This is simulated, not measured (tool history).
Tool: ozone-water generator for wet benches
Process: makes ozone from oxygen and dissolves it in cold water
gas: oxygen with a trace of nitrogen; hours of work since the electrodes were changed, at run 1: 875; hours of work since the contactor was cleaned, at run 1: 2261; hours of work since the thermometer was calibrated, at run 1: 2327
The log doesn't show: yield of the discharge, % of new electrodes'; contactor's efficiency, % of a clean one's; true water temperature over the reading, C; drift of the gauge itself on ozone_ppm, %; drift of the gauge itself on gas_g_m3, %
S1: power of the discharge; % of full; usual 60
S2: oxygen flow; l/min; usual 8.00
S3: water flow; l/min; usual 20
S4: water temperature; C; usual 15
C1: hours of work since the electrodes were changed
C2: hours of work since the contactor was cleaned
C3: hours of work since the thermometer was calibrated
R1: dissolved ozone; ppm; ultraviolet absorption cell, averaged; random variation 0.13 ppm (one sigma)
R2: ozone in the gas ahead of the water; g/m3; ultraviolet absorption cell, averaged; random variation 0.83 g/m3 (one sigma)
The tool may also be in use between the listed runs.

run,hour,S1,S2,S3,S4,C1,C2,C3,R1,R2
1,0.0,60,8.00,20,15,875,2261,2327,13.5,129.7
2,74.8,60,4.08,20,15,922,2308,2374,13.9,189.0
3,111.9,60,4.08,20,15,945,2331,2397,14.0,192.4
4,158.8,60,4.08,20,15,974,2360,2426,13.8,191.2
5,232.5,60,4.08,20,15,1020,2406,2472,13.7,190.5
6,292.1,60,8.00,13,15,1058,2444,2510,18.5,128.5
7,337.8,60,8.00,20,15,1086,2472,2538,13.3,127.9
8,411.6,60,8.00,20,19,1132,2518,2584,12.3,127.8
9,473.3,60,8.00,20,15,1171,2557,2623,13.4,127.3
10,526.9,60,8.00,20,15,1204,2590,2656,13.3,128.1
# hour 544.4: contactor cleaned
11,566.3,60,12.28,20,15,1227,14,2679,12.9,97.0
12,606.8,60,12.28,20,15,1252,39,2704,12.7,99.9
13,661.9,51,8.00,20,12,1286,73,2738,12.7,110.4
14,735.2,51,8.00,20,12,1332,119,2784,12.7,108.7
15,783.6,67,12.06,18,12,1363,150,2815,16.0,108.3
16,817.1,67,12.06,18,12,1384,171,2836,16.0,108.7
17,865.2,63,12.06,13,12,1414,201,2866,18.7,103.0
18,902.6,64,7.27,22,22,1437,224,2889,12.0,140.5
19,956.0,64,7.27,22,22,1470,258,2922,11.9,139.5
20,999.2,97,8.00,31,17,1498,285,2949,13.8,188.4
21,1046.7,97,8.00,31,17,1527,314,2979,13.4,187.8
22,1081.8,97,8.00,31,17,1549,336,3001,13.6,184.1
23,1130.0,90,11.19,20,15,1579,366,3031,18.0,144.3

Forecast each of these 3 alternatives for the next run:
A,1183.3,60,11.44,20,19,1613,400,3065,?,?
B,1183.3,40,4.24,20,9,1613,400,3065,?,?
C,1183.3,90,11.19,20,11,1613,400,3065,?,?

run,R1,R2
A,11.8,101.1
B,10.6,129.7
C,19.7,142.0
Without the tool's hidden state the same runs would have given:
run,R1,R2
A,12.8,108.4
B,11.2,135.1
C,21.9,156.7
